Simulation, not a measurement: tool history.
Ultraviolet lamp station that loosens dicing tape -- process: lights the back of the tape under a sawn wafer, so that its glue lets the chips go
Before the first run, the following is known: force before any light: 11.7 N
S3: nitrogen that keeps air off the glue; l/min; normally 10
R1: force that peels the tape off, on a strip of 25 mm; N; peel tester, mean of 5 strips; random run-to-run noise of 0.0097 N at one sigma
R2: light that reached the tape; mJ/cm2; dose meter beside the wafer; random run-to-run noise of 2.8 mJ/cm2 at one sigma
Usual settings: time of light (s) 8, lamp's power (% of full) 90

Run 1, hour 0: usual settings. Result: R1 0.871 N, R2 274 mJ/cm2.
At hour 41.2: lamp changed.
Run 2, hour 56.3: usual settings but lamp's power (% of full) 70. Result: R1 0.79 N, R2 294 mJ/cm2.
Run 3, hour 97.6: usual settings but lamp's power (% of full) 70. Result: R1 0.791 N, R2 290 mJ/cm2.
Run 4, hour 141.6: usual settings but lamp's power (% of full) 70. Result: R1 0.796 N, R2 283 mJ/cm2.
Run 5, hour 194.3: usual settings but lamp's power (% of full) 70. Result: R1 0.798 N, R2 282 mJ/cm2.
Run 6, hour 240.3: usual settings but lamp's power (% of full) 70. Result: R1 0.838 N, R2 277 mJ/cm2.
Run 7, hour 287.1: usual settings but time of light (s) 4, lamp's power (% of full) 70, S3 13 l/min. Result: R1 2.615 N, R2 138 mJ/cm2.
Run 8, hour 332.1: usual settings but S3 14 l/min. Result: R1 0.422 N, R2 353 mJ/cm2.
Run 9, hour 365.5: usual settings but lamp's power (% of full) 62, S3 4 l/min. Result: R1 2.083 N, R2 237 mJ/cm2.
Run 10, hour 412.4: usual settings but time of light (s) 10, lamp's power (% of full) 96. Result: R1 0.32 N, R2 460 mJ/cm2.

3 options for the next run, each taken on its own from the tool as it stands now. Forecast them:
Run A, hour 459.4: usual settings but time of light (s) 12, lamp's power (% of full) 75, S3 4 l/min. Result: R1 ?, R2 ?.
Run B, hour 459.4: usual settings but time of light (s) 5, lamp's power (% of full) 76, S3 14 l/min. Result: R1 ?, R2 ?.
Run C, hour 459.4: usual settings but time of light (s) 5, lamp's power (% of full) 62, S3 19 l/min. Result: R1 ?, R2 ?.

run     R1   R2
  A  0.674  429
  B  1.661  179
  C  2.083  149
Stripped of hidden state, with their random variation kept, the same runs would have yielded:
run     R1   R2
  A  0.503  490
  B  1.293  204
  C   1.66  170
